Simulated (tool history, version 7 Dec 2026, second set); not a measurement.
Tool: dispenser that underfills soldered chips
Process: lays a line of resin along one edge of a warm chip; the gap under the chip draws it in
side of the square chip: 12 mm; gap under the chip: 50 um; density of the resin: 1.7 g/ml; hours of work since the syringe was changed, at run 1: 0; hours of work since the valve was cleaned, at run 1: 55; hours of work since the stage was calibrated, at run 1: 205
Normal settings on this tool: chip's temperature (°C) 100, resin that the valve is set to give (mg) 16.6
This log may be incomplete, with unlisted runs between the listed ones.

| run | day | chip's temperature (°C) | resin that the valve is set to give (mg) | hours of work since the syringe was changed | hours of work since the valve was cleaned | hours of work since the stage was calibrated | time until the resin shows at the far edge (s) | resin that the valve gave (mg) |
|---|---|---|---|---|---|---|---|---|
| 1 | 0 | 100 | 16.6 | 0 | 55 | 205 | 163.6 | 15.82 |
| 2 | 0.354 | 100 | 16.6 | 7 | 61 | 211 | 248.1 | 15.78 |
|  | 0.55 | new syringe of resin |
| 3 | 0.679 | 100 | 16.6 | 2 | 67 | 217 | 183 | 15.8 |
| 4 | 1 | 100 | 16.6 | 8 | 73 | 222 | 266.2 | 15.59 |
|  | 1.117 | new syringe of resin |
| 5 | 1.358 | 100 | 21.2 | 4 | 79 | 229 | 201.4 | 19.85 |
|  | 1.679 | new syringe of resin |
| 6 | 1.821 | 100 | 16.6 | 3 | 87 | 237 | 185.8 | 15.35 |
| 7 | 2.058 | 109 | 16.6 | 7 | 92 | 241 | 172.2 | 15.36 |
|  | 2.271 | new syringe of resin |
| 8 | 2.279 | 110 | 15.2 | 0 | 95 | 245 | 111.3 | 13.88 |
| 9 | 2.646 | 110 | 15.2 | 7 | 102 | 252 | 170.5 | 13.95 |
|  | 2.85 | new syringe of resin |
| 10 | 2.879 | 110 | 15.2 | 0 | 106 | 256 | 114.1 | 13.76 |
| 11 | 3.258 | 108 | 16.3 | 7 | 113 | 263 | 186.4 | 14.8 |

What if the next run were any one of these 4? Each begins from the tool's condition after run 11:
|  | 3.417 | new syringe of resin |
| A | 3.517 | 87 | 16.2 | 2 | 117 | 267 | ? | ? |
|  | 3.417 | new syringe of resin |
| B | 3.517 | 86 | 16.4 | 2 | 117 | 267 | ? | ? |
|  | 3.417 | new syringe of resin |
| C | 3.517 | 97 | 16.6 | 2 | 117 | 267 | ? | ? |
|  | 3.417 | new syringe of resin |
| D | 3.517 | 97 | 17.3 | 2 | 117 | 267 | ? | ? |

| run | time until the resin shows at the far edge (s) | resin that the valve gave (mg) |
|---|---|---|
| A | 308.2 | 14.52 |
| B | 318 | 14.76 |
| C | 202.3 | 14.87 |
| D | 197.8 | 15.56 |
Stripped of hidden state, with their random variation kept, the same runs would have yielded:
| run | time until the resin shows at the far edge (s) | resin that the valve gave (mg) |
|---|---|---|
| A | 278.9 | 16.14 |
| B | 288.2 | 16.4 |
| C | 183.3 | 16.53 |
| D | 180.1 | 17.29 |
